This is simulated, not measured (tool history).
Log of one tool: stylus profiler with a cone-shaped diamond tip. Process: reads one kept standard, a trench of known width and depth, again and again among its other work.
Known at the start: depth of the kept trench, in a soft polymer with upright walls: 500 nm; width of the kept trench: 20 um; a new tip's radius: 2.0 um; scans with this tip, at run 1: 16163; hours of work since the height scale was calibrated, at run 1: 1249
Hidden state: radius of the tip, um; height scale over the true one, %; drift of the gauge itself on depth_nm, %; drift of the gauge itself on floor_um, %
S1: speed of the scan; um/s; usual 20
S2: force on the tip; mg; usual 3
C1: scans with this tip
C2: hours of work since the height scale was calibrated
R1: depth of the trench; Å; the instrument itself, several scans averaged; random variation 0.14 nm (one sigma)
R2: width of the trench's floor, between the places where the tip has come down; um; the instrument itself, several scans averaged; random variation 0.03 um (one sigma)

run	hour	S1	S2	C1	C2	R1	R2
1	0	20	3	16163	1249	5052.4	15.96
2	79.6	20	3	16713	1291	5053	15.92
3	173.5	20	3	17362	1342	5049.6	15.9
4	239.8	20	3	17821	1377	5051.3	15.87
# hour 280.6: new tip fitted, height scale calibrated
5	297.9	20	3	120	9	5086.4	17.37
6	359.8	20	8.45	547	42	5169.4	17.31
7	453	20	8.45	1192	92	5169.8	17.23
8	499.9	11	2.08	1517	117	5063.5	17.2
9	543.5	11	2.08	1818	140	5062.8	17.09
# hour 549.7: height scale calibrated on a step standard
10	636.4	6	4	2457	46	5098.1	17.15
11	689.1	7	6.41	2821	74	5134.2	17.14
12	747.9	18	3.74	3228	106	5091.5	16.99
13	789.3	60	1.06	3514	128	5036	16.6
14	829.9	14	3.7	3795	150	5090.3	16.96

How the hidden state differs across the entries between the runs, from the last listed run before each to the first after it:
Between runs 4 and 5: new tip fitted, height scale calibrated (hour 280.6)
  radius of the tip, um: 4.29 -> 1.94; height scale over the true one, %: -0.711 -> 0.016
  measured less the result without the state, R1: -36.2 -> +0.8 Å; R2: -1.37 -> +0.04 um
Between runs 9 and 10: height scale calibrated on a step standard (hour 549.7)
  radius of the tip, um: 2.17 -> 2.26; height scale over the true one, %: -0.049 -> -0.086
  measured less the result without the state, R1: -2.5 -> -4.4 Å; R2: -0.12 -> -0.19 um
